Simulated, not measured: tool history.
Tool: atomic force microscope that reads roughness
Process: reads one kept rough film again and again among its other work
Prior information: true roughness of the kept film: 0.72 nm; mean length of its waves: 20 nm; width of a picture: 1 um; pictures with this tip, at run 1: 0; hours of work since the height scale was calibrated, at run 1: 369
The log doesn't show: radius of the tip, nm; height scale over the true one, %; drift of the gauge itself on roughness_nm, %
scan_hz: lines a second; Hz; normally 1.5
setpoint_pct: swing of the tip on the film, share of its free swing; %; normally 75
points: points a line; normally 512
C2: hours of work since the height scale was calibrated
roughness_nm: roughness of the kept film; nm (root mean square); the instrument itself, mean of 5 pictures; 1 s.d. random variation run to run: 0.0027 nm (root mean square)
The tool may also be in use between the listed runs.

run 1 hour=0 | scan_hz=1.5 setpoint_pct=75 points=512 | pictures_with_this_tip=0 C2=369 | roughness_nm=0.652
run 2 hour=24.6 | scan_hz=1.5 setpoint_pct=75 points=512 | pictures_with_this_tip=33 C2=379 | roughness_nm=0.641
run 3 hour=43.8 | scan_hz=1.26 setpoint_pct=75 points=512 | pictures_with_this_tip=59 C2=387 | roughness_nm=0.648
run 4 hour=66.7 | scan_hz=1.26 setpoint_pct=75 points=295 | pictures_with_this_tip=90 C2=397 | roughness_nm=0.628
run 5 hour=93.1 | scan_hz=1.14 setpoint_pct=75 points=295 | pictures_with_this_tip=126 C2=408 | roughness_nm=0.622
run 6 hour=117.6 | scan_hz=1.5 setpoint_pct=59 points=512 | pictures_with_this_tip=159 C2=419 | roughness_nm=0.644
run 7 hour=131.8 | scan_hz=2.35 setpoint_pct=75 points=512 | pictures_with_this_tip=178 C2=425 | roughness_nm=0.612
run 8 hour=158.6 | scan_hz=2.54 setpoint_pct=75 points=512 | pictures_with_this_tip=214 C2=436 | roughness_nm=0.604
run 9 hour=169.7 | scan_hz=2.54 setpoint_pct=75 points=512 | pictures_with_this_tip=229 C2=441 | roughness_nm=0.605
run 10 hour=190.4 | scan_hz=2.54 setpoint_pct=75 points=512 | pictures_with_this_tip=257 C2=450 | roughness_nm=0.599
run 11 hour=209.5 | scan_hz=1.5 setpoint_pct=75 points=512 | pictures_with_this_tip=283 C2=458 | roughness_nm=0.611
run 12 hour=231 | scan_hz=1.5 setpoint_pct=75 points=512 | pictures_with_this_tip=312 C2=467 | roughness_nm=0.606
-- hour=233.8 new tip fitted
run 13 hour=247.3 | scan_hz=1.5 setpoint_pct=75 points=512 | pictures_with_this_tip=19 C2=474 | roughness_nm=0.654
run 14 hour=267.5 | scan_hz=1.5 setpoint_pct=75 points=512 | pictures_with_this_tip=46 C2=482 | roughness_nm=0.648
run 15 hour=284.7 | scan_hz=1.5 setpoint_pct=75 points=512 | pictures_with_this_tip=69 C2=490 | roughness_nm=0.645
run 16 hour=301.7 | scan_hz=1.5 setpoint_pct=75 points=512 | pictures_with_this_tip=92 C2=497 | roughness_nm=0.638
run 17 hour=313.7 | scan_hz=1.5 setpoint_pct=75 points=512 | pictures_with_this_tip=108 C2=502 | roughness_nm=0.638
run 18 hour=335.2 | scan_hz=1.5 setpoint_pct=75 points=512 | pictures_with_this_tip=137 C2=511 | roughness_nm=0.632
run 19 hour=361.5 | scan_hz=1.5 setpoint_pct=75 points=512 | pictures_with_this_tip=173 C2=522 | roughness_nm=0.627
run 20 hour=382.6 | scan_hz=1.23 setpoint_pct=75 points=512 | pictures_with_this_tip=202 C2=531 | roughness_nm=0.632
run 21 hour=401.1 | scan_hz=1.5 setpoint_pct=83 points=512 | pictures_with_this_tip=227 C2=539 | roughness_nm=0.612
run 22 hour=424.1 | scan_hz=1.07 setpoint_pct=75 points=512 | pictures_with_this_tip=258 C2=549 | roughness_nm=0.621
run 23 hour=441 | scan_hz=1.07 setpoint_pct=75 points=512 | pictures_with_this_tip=281 C2=556 | roughness_nm=0.619
-- hour=467.4 new tip fitted
run 24 hour=468.1 | scan_hz=1.07 setpoint_pct=75 points=512 | pictures_with_this_tip=1 C2=567 | roughness_nm=0.659
run 25 hour=483.4 | scan_hz=1.5 setpoint_pct=75 points=512 | pictures_with_this_tip=21 C2=574 | roughness_nm=0.653
run 26 hour=501.8 | scan_hz=1.5 setpoint_pct=81 points=512 | pictures_with_this_tip=46 C2=582 | roughness_nm=0.645
run 27 hour=515.1 | scan_hz=1.5 setpoint_pct=81 points=512 | pictures_with_this_tip=64 C2=587 | roughness_nm=0.636
run 28 hour=534.5 | scan_hz=1.5 setpoint_pct=81 points=512 | pictures_with_this_tip=90 C2=596 | roughness_nm=0.632
run 29 hour=551.6 | scan_hz=1.5 setpoint_pct=81 points=512 | pictures_with_this_tip=114 C2=603 | roughness_nm=0.629
run 30 hour=576.5 | scan_hz=1.5 setpoint_pct=81 points=693 | pictures_with_this_tip=147 C2=614 | roughness_nm=0.631
run 31 hour=593.7 | scan_hz=1.5 setpoint_pct=68 points=363 | pictures_with_this_tip=170 C2=621 | roughness_nm=0.633
run 32 hour=616.5 | scan_hz=1.5 setpoint_pct=68 points=363 | pictures_with_this_tip=201 C2=631 | roughness_nm=0.625
run 33 hour=642 | scan_hz=3 setpoint_pct=75 points=963 | pictures_with_this_tip=236 C2=641 | roughness_nm=0.602
run 34 hour=665.4 | scan_hz=1.07 setpoint_pct=85 points=787 | pictures_with_this_tip=267 C2=651 | roughness_nm=0.613
run 35 hour=682.6 | scan_hz=0.72 setpoint_pct=73 points=370 | pictures_with_this_tip=291 C2=659 | roughness_nm=0.62
-- hour=701.8 new tip fitted
run 36 hour=708.8 | scan_hz=0.72 setpoint_pct=73 points=370 | pictures_with_this_tip=10 C2=670 | roughness_nm=0.653
run 37 hour=735.8 | scan_hz=0.72 setpoint_pct=73 points=370 | pictures_with_this_tip=46 C2=681 | roughness_nm=0.649
run 38 hour=753.8 | scan_hz=0.72 setpoint_pct=73 points=370 | pictures_with_this_tip=70 C2=689 | roughness_nm=0.648
run 39 hour=770.9 | scan_hz=3.27 setpoint_pct=84 points=356 | pictures_with_this_tip=94 C2=696 | roughness_nm=0.577
run 40 hour=797.5 | scan_hz=1.15 setpoint_pct=75 points=512 | pictures_with_this_tip=130 C2=707 | roughness_nm=0.638
run 41 hour=818.3 | scan_hz=1.5 setpoint_pct=55 points=516 | pictures_with_this_tip=158 C2=716 | roughness_nm=0.643
run 42 hour=838 | scan_hz=1.5 setpoint_pct=55 points=516 | pictures_with_this_tip=184 C2=725 | roughness_nm=0.637
run 43 hour=858.4 | scan_hz=1.5 setpoint_pct=55 points=516 | pictures_with_this_tip=212 C2=733 | roughness_nm=0.632
run 44 hour=874.7 | scan_hz=0.89 setpoint_pct=81 points=360 | pictures_with_this_tip=234 C2=740 | roughness_nm=0.61
run 45 hour=886 | scan_hz=0.89 setpoint_pct=81 points=360 | pictures_with_this_tip=249 C2=745 | roughness_nm=0.613
run 46 hour=903 | scan_hz=0.78 setpoint_pct=75 points=512 | pictures_with_this_tip=272 C2=752 | roughness_nm=0.621
run 47 hour=914.5 | scan_hz=3.48 setpoint_pct=71 points=938 | pictures_with_this_tip=288 C2=757 | roughness_nm=0.595
-- hour=936.1 new tip fitted
run 48 hour=937.5 | scan_hz=1.41 setpoint_pct=71 points=938 | pictures_with_this_tip=2 C2=767 | roughness_nm=0.661
run 49 hour=952.2 | scan_hz=1.41 setpoint_pct=71 points=938 | pictures_with_this_tip=22 C2=773 | roughness_nm=0.652
run 50 hour=973.2 | scan_hz=1.41 setpoint_pct=71 points=938 | pictures_with_this_tip=51 C2=782 | roughness_nm=0.656
run 51 hour=985.6 | scan_hz=2.9 setpoint_pct=75 points=660 | pictures_with_this_tip=67 C2=787 | roughness_nm=0.624
run 52 hour=1008.7 | scan_hz=2.9 setpoint_pct=75 points=660 | pictures_with_this_tip=99 C2=797 | roughness_nm=0.624
run 53 hour=1022.2 | scan_hz=0.85 setpoint_pct=60 points=873 | pictures_with_this_tip=117 C2=803 | roughness_nm=0.652
run 54 hour=1047.5 | scan_hz=0.81 setpoint_pct=78 points=873 | pictures_with_this_tip=151 C2=814 | roughness_nm=0.64

Alternative continuations, all from the tool just after run 54; predict every row:
run A hour=1074.2 | scan_hz=1.5 setpoint_pct=76 points=512 | pictures_with_this_tip=187 C2=825 | roughness_nm=?
run B hour=1074.2 | scan_hz=2.33 setpoint_pct=78 points=386 | pictures_with_this_tip=187 C2=825 | roughness_nm=?
run C hour=1074.2 | scan_hz=1.5 setpoint_pct=75 points=617 | pictures_with_this_tip=187 C2=825 | roughness_nm=?

run=A roughness_nm=0.621
run=B roughness_nm=0.601
run=C roughness_nm=0.624
The same runs, with their run-to-run variation unchanged, on a tool lacking any hidden condition would have given:
run=A roughness_nm=0.653
run=B roughness_nm=0.632
run=C roughness_nm=0.655
